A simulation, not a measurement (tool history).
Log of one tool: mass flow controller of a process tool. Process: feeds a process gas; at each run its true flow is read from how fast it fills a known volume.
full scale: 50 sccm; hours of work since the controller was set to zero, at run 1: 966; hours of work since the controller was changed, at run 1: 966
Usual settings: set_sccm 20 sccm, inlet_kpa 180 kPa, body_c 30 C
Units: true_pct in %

run    hour  set_sccm  inlet_kpa  body_c  hours of work since the controller was set to zero  hours of work since the controller was changed  true_pct
  1     0.0        20        180      30                                                 966                                             966    100.53
  2   396.3        12        180      30                                                1234                                            1234    101.09
  3   858.9        12        180      30                                                1547                                            1547    101.41
  4  1347.6        12        180      30                                                1877                                            1877    101.78
  5  1761.0        12        180      30                                                2156                                            2156    102.21
  6  1971.3        20        180      33                                                2298                                            2298    101.94
  7  2200.8        22        180      30                                                2453                                            2453    101.91
  8  2567.9        22        180      30                                                2701                                            2701    102.18
  9  2824.9        20        180      30                                                2875                                            2875    102.30
 10  3099.8        20        180      30                                                3061                                            3061    102.50
 11  3518.5        20        180      30                                                3344                                            3344    102.81
 12  3971.2        20        180      30                                                3649                                            3649    102.90
 13  4282.7        20        180      30                                                3860                                            3860    103.18
 14  4548.3        28        180      30                                                4039                                            4039    102.91
 15  4790.8         7        155      30                                                4203                                            4203    106.86
 16  5006.5         7        155      30                                                4349                                            4349    107.04
 17  5363.5         7        155      29                                                4590                                            4590    107.34
 18  5711.1         6        260      23                                                4825                                            4825    108.14
 19  6185.9         6        260      23                                                5146                                            5146    108.77
 20  6617.2         9        260      23                                                5437                                            5437    106.68
 21  7082.5         9        260      23                                                5751                                            5751    107.24
 22  7300.3         9        260      21                                                5899                                            5899    107.22
 23  7756.0        12        260      28                                                6206                                            6206    106.52
 24  8223.5        48        240      29                                                6522                                            6522    104.03
 25  8557.4        48        240      29                                                6748                                            6748    104.29

Forecast each of these 3 alternatives for the next run:
     9019.1  -- controller exchanged for a calibrated one
  A  9019.1        20        211      30                                                   0                                               0         ?
     9019.1  -- controller exchanged for a calibrated one
  B  9019.1        20        178      29                                                   0                                               0         ?
     9019.1  -- controller exchanged for a calibrated one
  C  9019.1         9        180      29                                                   0                                               0         ?

run  true_pct
  A     99.56
  B     99.49
  C     99.42
Without the tool's hidden state the same runs would have given:
run  true_pct
  A     99.48
  B     99.41
  C     99.18
